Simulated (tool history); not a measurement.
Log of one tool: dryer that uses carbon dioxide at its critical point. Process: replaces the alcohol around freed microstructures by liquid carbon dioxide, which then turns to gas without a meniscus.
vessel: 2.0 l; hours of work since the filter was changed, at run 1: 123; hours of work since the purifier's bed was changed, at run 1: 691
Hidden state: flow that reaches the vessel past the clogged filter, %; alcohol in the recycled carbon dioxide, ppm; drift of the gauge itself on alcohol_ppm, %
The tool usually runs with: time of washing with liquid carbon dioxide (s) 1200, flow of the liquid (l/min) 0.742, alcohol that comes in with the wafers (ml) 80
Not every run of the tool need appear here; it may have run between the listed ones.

run,day,time of washing with liquid carbon dioxide (s),flow of the liquid (l/min),alcohol that comes in with the wafers (ml),hours of work since the filter was changed,hours of work since the purifier's bed was changed,alcohol left in the vessel before it's heated (ppm by volume)
1,0,1200,0.742,80,123,691,156
2,0.7,1200,1.005,80,133,701,98
3,1.854,1200,0.742,80,150,718,158
4,2.454,1200,0.742,80,159,727,161
5,3.133,1200,0.742,80,169,737,165
6,4.438,1560,0.742,80,188,757,100
7,5.142,1560,0.742,80,199,767,98
8,5.854,1560,1.244,80,209,778,105
9,7.083,1080,0.742,80,227,796,265
10,7.812,1080,0.742,80,238,806,276
11,8.875,1080,0.742,80,254,822,273
12,10.146,1080,0.742,80,272,841,282
13,11.288,960,0.742,80,289,858,462
# day 11.512: inlet filter changed
14,12.629,960,0.742,80,17,877,285
15,13.492,960,0.742,80,29,890,297
16,14.875,960,0.742,80,50,910,313

The next listed run, before its measurement:
17,15.821,1200,0.742,80,64,924,?

alcohol left in the vessel before it's heated (ppm by volume): 151
On a tool with no hidden condition, and with the same random variation, this run would have come out at alcohol left in the vessel before it's heated (ppm by volume) 37.

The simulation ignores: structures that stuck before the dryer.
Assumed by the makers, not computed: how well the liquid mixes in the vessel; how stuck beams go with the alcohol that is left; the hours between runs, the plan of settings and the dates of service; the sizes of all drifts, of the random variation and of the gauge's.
